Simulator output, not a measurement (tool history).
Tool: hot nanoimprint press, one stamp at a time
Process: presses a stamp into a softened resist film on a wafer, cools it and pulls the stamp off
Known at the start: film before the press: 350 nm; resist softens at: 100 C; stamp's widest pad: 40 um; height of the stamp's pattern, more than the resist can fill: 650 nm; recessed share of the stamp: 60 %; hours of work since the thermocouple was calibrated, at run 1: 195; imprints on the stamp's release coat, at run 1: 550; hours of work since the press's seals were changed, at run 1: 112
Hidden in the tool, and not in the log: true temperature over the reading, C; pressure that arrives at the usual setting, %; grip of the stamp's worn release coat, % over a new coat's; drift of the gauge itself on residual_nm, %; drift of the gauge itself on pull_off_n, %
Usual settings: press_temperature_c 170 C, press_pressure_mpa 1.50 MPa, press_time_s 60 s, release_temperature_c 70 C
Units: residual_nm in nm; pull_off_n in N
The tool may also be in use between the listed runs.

run,hour,press_temperature_c,press_pressure_mpa,press_time_s,release_temperature_c,hours of work since the thermocouple was calibrated,imprints on the stamp's release coat,hours of work since the press's seals were changed,residual_nm,pull_off_n
1,0.0,170,1.50,60,70,195,550,112,139.0,140
2,4.8,170,1.50,60,70,198,563,115,138.1,141
3,10.1,170,1.50,60,75,201,578,118,139.7,130
4,14.6,170,1.50,60,75,204,591,121,139.8,136
5,19.2,170,1.50,60,70,206,604,124,137.5,146
6,27.7,170,1.50,60,70,211,628,128,138.9,140
7,31.9,170,1.50,60,70,214,640,131,139.1,144
8,37.9,170,1.23,60,70,217,657,134,150.4,142
9,43.0,170,1.50,60,70,220,671,137,138.1,147
10,47.9,170,1.50,60,70,223,685,140,139.9,147
11,56.1,170,1.50,60,70,228,708,145,138.7,145
12,61.3,170,1.50,60,70,231,723,148,138.4,146
13,69.3,170,1.50,60,70,235,746,153,140.0,148
14,77.4,170,1.50,60,70,240,769,157,139.2,147
15,83.4,170,1.50,60,70,244,786,161,141.7,141
# hour 86.9: plate thermocouple calibrated
16,91.5,170,1.22,60,70,3,800,164,157.4,142
17,100.4,170,1.50,68,58,8,825,169,135.8,174
# hour 104.1: plate thermocouple calibrated, once more
18,109.0,162,1.67,60,68,3,841,172,167.5,151
19,116.7,170,1.55,60,58,7,863,177,131.7,167
20,122.1,170,1.55,60,58,10,878,180,133.9,166
21,126.5,170,1.55,60,58,13,891,182,133.8,161
22,131.0,180,1.32,94,69,16,903,185,85.8,150
23,138.5,180,1.32,94,69,20,925,189,86.0,146
24,147.0,180,1.32,94,69,25,949,194,86.3,150
25,155.4,171,1.41,94,69,30,972,199,110.7,148
26,162.7,171,1.41,94,69,34,993,203,111.9,146
27,168.9,171,1.41,94,69,38,1010,207,111.8,147
28,173.2,171,1.41,94,69,40,1023,209,112.9,150
29,181.5,178,1.77,60,70,45,1046,214,97.7,148
30,185.6,169,2.22,113,69,47,1058,216,88.5,153
31,191.9,169,2.22,113,69,51,1076,220,89.1,148

How the hidden state differs across the entries between the runs, from the last listed run before each to the first after it:
Between runs 15 and 16: plate thermocouple calibrated (hour 86.9)
  true temperature over the reading, C: -1.23 -> -2.03; pressure that arrives at the usual setting, %: 98.26 -> 98.24; grip of the stamp's worn release coat, % over a new coat's: 7.4 -> 7.6
  measured less the result without the state, residual_nm: +6.6 -> +10.7 nm; pull_off_n: +11 -> +13 N
Between runs 17 and 18: plate thermocouple calibrated, once more (hour 104.1)
  true temperature over the reading, C: -2.05 -> -0.16; pressure that arrives at the usual setting, %: 98.2 -> 98.17; grip of the stamp's worn release coat, % over a new coat's: 7.8 -> 8
  measured less the result without the state, residual_nm: +10.2 -> +2.3 nm; pull_off_n: +16 -> +11 N
